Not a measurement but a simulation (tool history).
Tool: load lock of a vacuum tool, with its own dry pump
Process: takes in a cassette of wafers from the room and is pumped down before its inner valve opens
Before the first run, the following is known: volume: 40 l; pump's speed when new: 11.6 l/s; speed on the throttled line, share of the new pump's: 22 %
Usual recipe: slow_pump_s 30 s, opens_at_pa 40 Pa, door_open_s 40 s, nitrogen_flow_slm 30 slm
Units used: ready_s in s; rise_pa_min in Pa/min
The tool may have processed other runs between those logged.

run    hour  slow_pump_s  opens_at_pa  door_open_s  nitrogen_flow_slm  incoming humidity of the room's air, %  ready_s  rise_pa_min
  1     0.0           30           40           40                 30                                    46.1     50.4        0.006
  2    92.3           30           40           40                 30                                    47.1     50.9        0.011
  3   161.9           30           40           40                 30                                    46.0     50.6        0.011
  4   251.5           30           40           40                 30                                    47.3     50.3        0.009
  5   334.2           30           40           54                 30                                    45.0     50.4        0.010
  6   404.6           30           50           54                 30                                    45.4     50.4        0.010
  7   508.8           30           50           54                 30                                    46.2     49.8        0.008
  8   573.9           30           76           40                 30                                    47.0     48.0        0.007
  9   660.3           30           40           40                 30                                    44.3     50.3        0.008
 10   756.9           30           40           40                 30                                    44.7     50.1        0.011
 11   844.6           30           40           40                 30                                    45.1     50.7        0.009
 12   940.7           30           40           40                  6                                    43.0     51.3        0.014
 13  1000.1           30           40           65                 30                                    47.0     51.0        0.015
 14  1056.8           30           40           65                 30                                    45.5     49.9        0.007
 15  1116.2           30           36           40                 30                                    44.8     50.9        0.012
 16  1236.0           30           37           40                  7                                    41.9     51.0        0.020
 17  1335.2           40           66           40                  7                                    47.1     55.8        0.011
 18  1387.2           40           66           40                  7                                    42.3     57.2        0.012
 19  1497.3           16           40           40                 30                                    48.4     39.7        0.011

Forecast run 20:
 20  1548.6           16           72           28                 30                                    46.4        ?            ?

ready_s: 37.6 s
rise_pa_min: 0.009 Pa/min
Without the tool's hidden state the same run would have given ready_s 37.6 s, rise_pa_min 0.009 Pa/min.

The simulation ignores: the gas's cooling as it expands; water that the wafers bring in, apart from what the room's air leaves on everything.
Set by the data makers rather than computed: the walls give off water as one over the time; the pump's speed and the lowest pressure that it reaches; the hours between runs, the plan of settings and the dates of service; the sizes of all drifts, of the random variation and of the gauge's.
